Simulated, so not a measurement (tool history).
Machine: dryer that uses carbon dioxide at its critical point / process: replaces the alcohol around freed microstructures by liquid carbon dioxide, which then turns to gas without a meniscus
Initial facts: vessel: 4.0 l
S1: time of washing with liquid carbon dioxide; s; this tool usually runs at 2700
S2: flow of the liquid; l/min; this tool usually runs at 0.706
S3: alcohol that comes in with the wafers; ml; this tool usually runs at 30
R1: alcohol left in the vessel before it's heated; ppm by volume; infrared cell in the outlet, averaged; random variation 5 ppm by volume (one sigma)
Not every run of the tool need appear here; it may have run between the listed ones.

{"run": 1, "hour": 0.0, "S1": 2700, "S2": 0.706, "S3": 30, "R1": 64}
{"run": 2, "hour": 27.5, "S1": 2700, "S2": 0.706, "S3": 30, "R1": 70}
{"run": 3, "hour": 42.9, "S1": 2700, "S2": 0.706, "S3": 30, "R1": 67}
{"run": 4, "hour": 57.9, "S1": 2700, "S2": 0.706, "S3": 30, "R1": 69}
{"run": 5, "hour": 74.9, "S1": 2700, "S2": 0.475, "S3": 30, "R1": 181}
{"run": 6, "hour": 95.6, "S1": 2700, "S2": 0.475, "S3": 30, "R1": 168}
{"run": 7, "hour": 122.1, "S1": 2700, "S2": 0.475, "S3": 30, "R1": 164}
{"run": 8, "hour": 144.6, "S1": 2700, "S2": 0.475, "S3": 30, "R1": 173}
{"run": 9, "hour": 170.7, "S1": 2700, "S2": 0.475, "S3": 30, "R1": 180}
{"run": 10, "hour": 195.3, "S1": 3720, "S2": 0.475, "S3": 30, "R1": 94}
{"run": 11, "hour": 218.9, "S1": 2700, "S2": 0.567, "S3": 30, "R1": 117}
{"run": 12, "hour": 237.0, "S1": 2700, "S2": 0.567, "S3": 30, "R1": 125}
{"run": 13, "hour": 262.2, "S1": 2700, "S2": 0.567, "S3": 30, "R1": 119}
{"run": 14, "hour": 292.1, "S1": 2700, "S2": 0.706, "S3": 30, "R1": 85}
{"run": 15, "hour": 310.4, "S1": 2700, "S2": 0.706, "S3": 30, "R1": 92}
{"run": 16, "hour": 336.4, "S1": 2700, "S2": 0.706, "S3": 30, "R1": 95}
{"run": 17, "hour": 357.2, "S1": 2700, "S2": 0.706, "S3": 30, "R1": 85}
{"run": 18, "hour": 373.9, "S1": 2700, "S2": 0.706, "S3": 92, "R1": 138}
{"run": 19, "hour": 399.0, "S1": 2700, "S2": 0.706, "S3": 92, "R1": 140}
{"run": 20, "hour": 424.6, "S1": 2700, "S2": 0.706, "S3": 92, "R1": 147}
{"run": 21, "hour": 452.7, "S1": 2700, "S2": 0.706, "S3": 92, "R1": 148}
{"run": 22, "hour": 468.7, "S1": 2700, "S2": 0.706, "S3": 92, "R1": 141}
{"run": 23, "hour": 493.4, "S1": 3900, "S2": 0.706, "S3": 96, "R1": 92}
{"run": 24, "hour": 520.3, "S1": 2700, "S2": 0.677, "S3": 30, "R1": 112}
{"run": 25, "hour": 533.1, "S1": 3000, "S2": 0.561, "S3": 30, "R1": 124}
{"run": 26, "hour": 557.6, "S1": 4140, "S2": 0.673, "S3": 35, "R1": 79}
{"run": 27, "hour": 583.9, "S1": 4140, "S2": 0.673, "S3": 35, "R1": 88}
{"run": 28, "hour": 607.4, "S1": 3660, "S2": 0.673, "S3": 35, "R1": 92}
{"run": 29, "hour": 635.6, "S1": 1680, "S2": 1.015, "S3": 30, "R1": 128}
{"run": 30, "hour": 649.8, "S1": 2760, "S2": 1.019, "S3": 25, "R1": 85}
{"run": 31, "hour": 671.0, "S1": 4020, "S2": 0.709, "S3": 86, "R1": 92}
{"run": 32, "hour": 683.7, "S1": 2040, "S2": 0.706, "S3": 89, "R1": 383}
{"run": 33, "hour": 712.3, "S1": 2700, "S2": 0.706, "S3": 110, "R1": 98}
{"run": 34, "hour": 742.8, "S1": 2700, "S2": 0.642, "S3": 30, "R1": 49}
{"run": 35, "hour": 767.0, "S1": 3180, "S2": 0.621, "S3": 31, "R1": 29}
{"run": 36, "hour": 793.6, "S1": 2160, "S2": 0.574, "S3": 49, "R1": 308}
{"run": 37, "hour": 807.9, "S1": 3480, "S2": 0.52, "S3": 49, "R1": 76}
{"run": 38, "hour": 822.6, "S1": 1800, "S2": 0.706, "S3": 30, "R1": 191}
{"run": 39, "hour": 846.0, "S1": 3600, "S2": 0.628, "S3": 20, "R1": 23}
{"run": 40, "hour": 859.3, "S1": 3600, "S2": 0.628, "S3": 20, "R1": 22}
{"run": 41, "hour": 881.3, "S1": 2340, "S2": 0.706, "S3": 30, "R1": 77}
{"run": 42, "hour": 896.5, "S1": 2340, "S2": 0.838, "S3": 45, "R1": 58}
{"run": 43, "hour": 918.6, "S1": 3120, "S2": 0.685, "S3": 45, "R1": 40}
{"run": 44, "hour": 940.0, "S1": 3120, "S2": 0.685, "S3": 45, "R1": 47}

Put back what was entered between runs (1 entry, withheld): which listed runs does each sit between, and how does the hidden state differ from the listed run before to the listed run after?
In the gap between runs 32 and 33: purifier's bed changed (hour 696.2)
  flow that reaches the vessel past the clogged filter, %: 91.4 -> 91.2; alcohol in the recycled carbon dioxide, ppm: 91.1 -> 7.2
  measured less the result without the state, R1: +183 -> +41 ppm by volume
